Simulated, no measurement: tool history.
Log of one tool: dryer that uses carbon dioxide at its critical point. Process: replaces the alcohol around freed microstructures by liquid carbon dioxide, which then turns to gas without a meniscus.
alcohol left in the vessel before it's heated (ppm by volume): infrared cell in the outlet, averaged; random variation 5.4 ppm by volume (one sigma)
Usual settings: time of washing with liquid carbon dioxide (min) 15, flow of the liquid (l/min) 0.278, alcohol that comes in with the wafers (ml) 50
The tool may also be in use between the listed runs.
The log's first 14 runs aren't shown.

run,hour,time of washing with liquid carbon dioxide (min),flow of the liquid (l/min),alcohol that comes in with the wafers (ml),hours of work since the filter was changed,hours of work since the purifier's bed was changed,alcohol left in the vessel before it's heated (ppm by volume)
15,91.3,15,0.278,50,274,143,240
16,96.1,15,0.278,50,277,146,239
17,102.0,15,0.278,50,280,150,252
18,109.6,15,0.345,50,285,154,86
19,114.7,16,0.278,50,288,157,180
20,120.5,15,0.278,50,291,160,252
21,124.7,13,0.433,50,294,163,75
22,133.7,18,0.278,78,299,168,140
23,139.7,18,0.269,78,302,172,180
24,145.1,13,0.278,50,306,175,475
25,152.5,15,0.281,34,310,179,187
26,156.4,23,0.361,22,312,181,73
27,162.9,23,0.361,22,316,185,63
28,171.1,11,0.373,41,321,190,238
29,176.4,11,0.278,50,324,193,1107
30,185.1,11,0.278,50,329,198,1117
31,191.7,14,0.240,55,333,202,820
32,199.3,14,0.240,55,337,206,820
33,205.0,23,0.278,51,341,210,78
34,211.2,23,0.278,51,344,213,79
35,217.9,10,0.221,37,348,217,2844
36,222.3,18,0.321,21,351,220,81
37,228.8,12,0.321,21,354,224,221
38,233.4,21,0.175,38,357,226,419
39,238.0,16,0.455,24,360,229,81

3 ways to go on from here, each from the tool as it stands after run 39. What would each give?
A,245.3,11,0.189,91,364,233,?
B,245.3,16,0.199,24,364,233,?
C,245.3,16,0.364,111,364,233,?

run,alcohol left in the vessel before it's heated (ppm by volume)
A,8535
B,517
C,117
Without the tool's hidden state the same runs would have given:
run,alcohol left in the vessel before it's heated (ppm by volume)
A,6602
B,302
C,24

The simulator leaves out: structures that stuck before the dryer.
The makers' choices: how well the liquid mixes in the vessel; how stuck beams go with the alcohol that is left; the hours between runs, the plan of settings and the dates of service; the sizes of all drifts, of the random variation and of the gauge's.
